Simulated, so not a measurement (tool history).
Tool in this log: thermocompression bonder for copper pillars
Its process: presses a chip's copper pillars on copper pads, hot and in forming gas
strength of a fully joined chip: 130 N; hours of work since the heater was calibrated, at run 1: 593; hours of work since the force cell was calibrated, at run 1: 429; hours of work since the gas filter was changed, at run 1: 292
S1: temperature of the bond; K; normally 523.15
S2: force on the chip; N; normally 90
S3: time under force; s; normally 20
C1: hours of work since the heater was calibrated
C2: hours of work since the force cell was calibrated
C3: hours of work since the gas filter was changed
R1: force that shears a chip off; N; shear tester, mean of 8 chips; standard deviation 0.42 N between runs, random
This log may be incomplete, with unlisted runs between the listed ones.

run    hour      S1   S2  S3   C1   C2   C3    R1
  1     0.0  523.15   90  20  593  429  292  56.0
  2    38.5  523.15   90  36  616  453  315  67.3
  3    98.1  523.15   90  20  653  489  352  55.3
  4   138.0  523.15   90  20  677  514  376  55.0
      157.1  -- heater calibrated with a thermocouple chip
  5   197.6  531.15   90  20   25  549  412  55.3
  6   239.1  531.15   90  20   50  575  437  54.2
  7   303.9  531.15   90  20   90  615  477  54.7
      329.4  -- forming gas filter changed
  8   336.7  523.15   90  32  110  634    4  65.8
  9   382.8  523.15   90  24  138  663   33  59.9
 10   425.1  523.15   90  24  164  689   59  59.9
 11   478.6  523.15   90  24  197  722   92  59.5
 12   518.2  523.15   90  17  221  746  116  52.0
 13   559.7  522.15   90  20  247  771  141  54.9
 14   623.8  522.15   90  20  286  811  181  54.7
      643.7  -- force cell calibrated
 15   681.2  522.15   90  20  321   23  215  51.8
 16   744.3  523.15   90  20  359   62  254  52.6
 17   787.1  523.15   90  20  386   88  280  53.1
 18   817.2  546.15  103  20  404  107  299  76.5
 19   851.5  529.15   78  20  425  128  320  50.1
 20   909.2  530.15  131  11  461  163  355  63.4
 21   975.3  530.15  131  11  501  204  396  62.4
 22  1014.9  529.15   83  53  525  228  420  73.1
 23  1068.7  523.15   74  11  559  261  453  34.6
 24  1111.0  515.15   90  20  584  287  479  46.5
     1130.8  -- forming gas filter changed
 25  1176.3  515.15   90  20  624  327   28  52.2
 26  1212.4  515.15   90  20  646  349   50  53.1
 27  1255.4  531.15   74  11  673  375   77  43.4
     1280.4  -- heater calibrated with a thermocouple chip
 28  1289.1  531.15   74  11    5  395   96  39.4
 29  1338.4  541.15   62  28   36  425  126  55.6
 30  1386.4  512.15   87  24   65  455  156  47.4
 31  1417.3  512.15   87  24   84  473  175  47.4
 32  1463.9  506.15   90  39  113  502  203  53.0
 33  1493.6  539.15  134  20  131  520  222  86.1
 34  1538.2  502.15   58  20  158  548  249  24.8

What would each run have given without the hidden state, its run-to-run variation left as it was?
Hidden conditions of the tool in this case: true temperature of the bond over the reading, C; force that reaches the chip, % of what is set; oxide that the forming gas leaves, % of the face; drift of the gauge itself on shear_n, %.
run    R1
  1  53.0
  2  64.6
  3  52.5
  4  52.4
  5  58.4
  6  57.3
  7  58.0
  8  62.2
  9  56.5
 10  56.5
 11  56.2
 12  48.9
 13  51.7
 14  51.6
 15  51.6
 16  52.4
 17  52.8
 18  77.7
 19  50.0
 20  63.9
 21  63.0
 22  74.6
 23  34.1
 24  46.2
 25  46.2
 26  46.9
 27  38.2
 28  38.5
 29  54.6
 30  46.4
 31  46.3
 32  51.9
 33  86.5
 34  23.9
